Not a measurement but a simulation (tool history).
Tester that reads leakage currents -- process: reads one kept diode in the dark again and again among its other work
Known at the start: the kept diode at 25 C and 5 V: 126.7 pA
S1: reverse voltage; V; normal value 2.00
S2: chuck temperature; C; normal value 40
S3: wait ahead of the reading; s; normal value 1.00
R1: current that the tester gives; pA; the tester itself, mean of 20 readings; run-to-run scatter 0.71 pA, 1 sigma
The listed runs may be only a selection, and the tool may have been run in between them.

run	hour	S1	S2	S3	R1
1	0.0	2.00	40	1.00	241.45
2	43.9	2.00	23	1.00	70.84
3	84.5	2.00	23	1.00	70.83
4	133.9	2.00	57	1.00	742.90
5	176.0	2.00	37	1.00	198.22
6	201.1	2.00	26	1.00	89.29
7	245.0	2.00	51	1.00	513.39
8	291.1	2.00	47	1.00	394.02
9	317.5	2.00	40	1.00	246.29
10	359.8	2.00	32	1.00	139.74
11	407.0	2.00	32	1.00	140.02
12	436.4	2.00	40	1.00	247.08
13	488.3	2.00	40	0.60	247.17
14	530.2	2.00	40	0.60	247.33
15	582.1	2.00	40	0.60	247.60
16	619.6	2.00	40	0.71	248.59
17	649.2	1.54	51	0.71	448.86
18	674.8	1.54	51	0.71	449.04
19	725.8	2.00	40	3.98	247.28
20	768.5	5.07	45	3.98	564.42
21	796.8	5.07	45	3.98	563.51
22	846.3	5.37	30	1.00	208.24
23	897.4	5.37	45	1.00	584.96
24	941.8	4.65	23	0.71	117.14
25	980.6	2.00	40	5.46	249.42
26	1027.9	12.53	24	5.46	213.77
27	1071.7	5.77	30	0.99	217.12
28	1110.7	2.00	20	0.43	60.45
29	1135.7	2.16	21	0.43	67.91
30	1172.9	16.56	40	1.00	765.10
# hour 1191.0: chuck's temperature calibrated
31	1222.7	16.56	40	1.00	741.21

Alternative continuations, all from the tool just after run 31; predict every row:
A	1259.8	2.00	40	2.29	?
B	1259.8	2.42	53	1.00	?
C	1259.8	16.56	30	0.85	?
D	1259.8	1.74	55	3.45	?

run	R1
A	242.13
B	632.70
C	378.06
D	604.81
Had the tool no hidden state, the same runs would have come out as:
run	R1
A	237.18
B	623.66
C	351.54
D	596.97
